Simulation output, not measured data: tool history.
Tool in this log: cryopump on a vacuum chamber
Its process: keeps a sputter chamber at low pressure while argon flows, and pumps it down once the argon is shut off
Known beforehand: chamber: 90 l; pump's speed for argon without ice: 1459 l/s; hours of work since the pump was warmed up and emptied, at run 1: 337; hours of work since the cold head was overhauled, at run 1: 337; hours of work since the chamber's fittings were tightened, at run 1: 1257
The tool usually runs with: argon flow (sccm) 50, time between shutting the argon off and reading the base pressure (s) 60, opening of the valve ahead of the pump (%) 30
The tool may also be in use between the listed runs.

| run | hour | argon flow (sccm) | time between shutting the argon off and reading the base pressure (s) | opening of the valve ahead of the pump (%) | hours of work since the pump was warmed up and emptied | hours of work since the cold head was overhauled | hours of work since the chamber's fittings were tightened | pressure while argon flows (Pa) | pressure after the wait (uPa) |
|---|---|---|---|---|---|---|---|---|---|
| 1 | 0 | 50 | 60 | 30 | 337 | 337 | 1257 | 0.1987 | 2.14 |
| 2 | 7.7 | 50 | 60 | 30 | 342 | 342 | 1262 | 0.1977 | 2.25 |
| 3 | 15.2 | 50 | 60 | 45 | 347 | 347 | 1267 | 0.1335 | 2.25 |
| 4 | 32.7 | 50 | 60 | 45 | 359 | 359 | 1279 | 0.1334 | 2.27 |
| 5 | 49.8 | 50 | 60 | 45 | 371 | 371 | 1291 | 0.1317 | 2.24 |
| 6 | 61.7 | 50 | 60 | 30 | 379 | 379 | 1299 | 0.1965 | 2.27 |
| 7 | 70.4 | 50 | 60 | 30 | 385 | 385 | 1305 | 0.1971 | 2.3 |
| 8 | 80.5 | 50 | 60 | 30 | 392 | 392 | 1312 | 0.2 | 2.32 |
| 9 | 89.1 | 50 | 60 | 30 | 398 | 398 | 1318 | 0.1983 | 2.35 |
| 10 | 101.2 | 50 | 60 | 30 | 406 | 406 | 1326 | 0.1982 | 2.33 |
| 11 | 110.7 | 50 | 60 | 30 | 412 | 412 | 1333 | 0.1983 | 2.31 |
| 12 | 127.5 | 50 | 60 | 30 | 424 | 424 | 1344 | 0.1982 | 2.33 |
| 13 | 144.9 | 50 | 60 | 23 | 436 | 436 | 1356 | 0.2586 | 2.36 |
| 14 | 160.4 | 50 | 60 | 23 | 446 | 446 | 1367 | 0.2588 | 2.41 |
| 15 | 170.9 | 50 | 59 | 30 | 453 | 453 | 1374 | 0.1967 | 2.34 |
| 16 | 188.3 | 50 | 59 | 30 | 465 | 465 | 1386 | 0.1987 | 2.41 |
| 17 | 200.3 | 50 | 59 | 30 | 473 | 473 | 1394 | 0.2002 | 2.39 |
| 18 | 207.8 | 85 | 37 | 21 | 479 | 479 | 1399 | 0.4784 | 3.01 |
| 19 | 216 | 38 | 60 | 16 | 484 | 484 | 1404 | 0.2808 | 2.36 |
| 20 | 231.3 | 54 | 60 | 19 | 495 | 495 | 1415 | 0.3374 | 2.38 |
| 21 | 239.2 | 54 | 60 | 19 | 500 | 500 | 1420 | 0.334 | 2.42 |
| 22 | 253.6 | 22 | 43 | 22 | 510 | 510 | 1430 | 0.118 | 2.86 |
| 23 | 265.7 | 54 | 60 | 30 | 518 | 518 | 1438 | 0.2162 | 2.53 |
| 24 | 275.9 | 54 | 60 | 30 | 525 | 525 | 1445 | 0.2146 | 2.47 |
| 25 | 289.8 | 22 | 60 | 30 | 534 | 534 | 1455 | 0.0876 | 2.49 |
| 26 | 302.8 | 22 | 60 | 30 | 543 | 543 | 1464 | 0.0891 | 2.52 |
| 27 | 320.3 | 53 | 38 | 18 | 555 | 555 | 1476 | 0.349 | 3.06 |
| 28 | 329.8 | 41 | 202 | 39 | 562 | 562 | 1482 | 0.1277 | 1.78 |
| 29 | 339.3 | 44 | 146 | 40 | 568 | 568 | 1489 | 0.1345 | 1.95 |
| 30 | 349.5 | 73 | 149 | 28 | 575 | 575 | 1496 | 0.3143 | 1.92 |
| 31 | 360.5 | 61 | 149 | 16 | 583 | 583 | 1503 | 0.4449 | 1.93 |
| 32 | 374.6 | 59 | 60 | 18 | 592 | 592 | 1513 | 0.3889 | 2.6 |
| 33 | 389.9 | 50 | 73 | 31 | 603 | 603 | 1523 | 0.1948 | 2.41 |

Had the tool no unlogged condition, and each run kept its random variation, what would the results have been?
Unlogged tool condition in this case: pump's speed, % of a pump's without ice; cold plate's temperature, K; leak into the chamber, uPa l/s; drift of the gauge itself on working_pa, %; drift of the gauge itself on base_upa, %.
| run | pressure while argon flows (Pa) | pressure after the wait (uPa) |
|---|---|---|
| 1 | 0.1943 | 1.09 |
| 2 | 0.1933 | 1.15 |
| 3 | 0.129 | 1.15 |
| 4 | 0.1288 | 1.16 |
| 5 | 0.127 | 1.13 |
| 6 | 0.1916 | 1.15 |
| 7 | 0.1922 | 1.18 |
| 8 | 0.1949 | 1.16 |
| 9 | 0.1932 | 1.2 |
| 10 | 0.193 | 1.18 |
| 11 | 0.1929 | 1.14 |
| 12 | 0.1927 | 1.16 |
| 13 | 0.2529 | 1.19 |
| 14 | 0.253 | 1.18 |
| 15 | 0.1908 | 1.12 |
| 16 | 0.1926 | 1.18 |
| 17 | 0.194 | 1.16 |
| 18 | 0.4678 | 1.75 |
| 19 | 0.276 | 1.13 |
| 20 | 0.3304 | 1.11 |
| 21 | 0.327 | 1.15 |
| 22 | 0.1151 | 1.57 |
| 23 | 0.2089 | 1.22 |
| 24 | 0.2072 | 1.16 |
| 25 | 0.0845 | 1.19 |
| 26 | 0.086 | 1.19 |
| 27 | 0.3413 | 1.72 |
| 28 | 0.1217 | 0.44 |
| 29 | 0.128 | 0.61 |
| 30 | 0.3032 | 0.58 |
| 31 | 0.4357 | 0.57 |
| 32 | 0.3797 | 1.19 |
| 33 | 0.1868 | 1.02 |
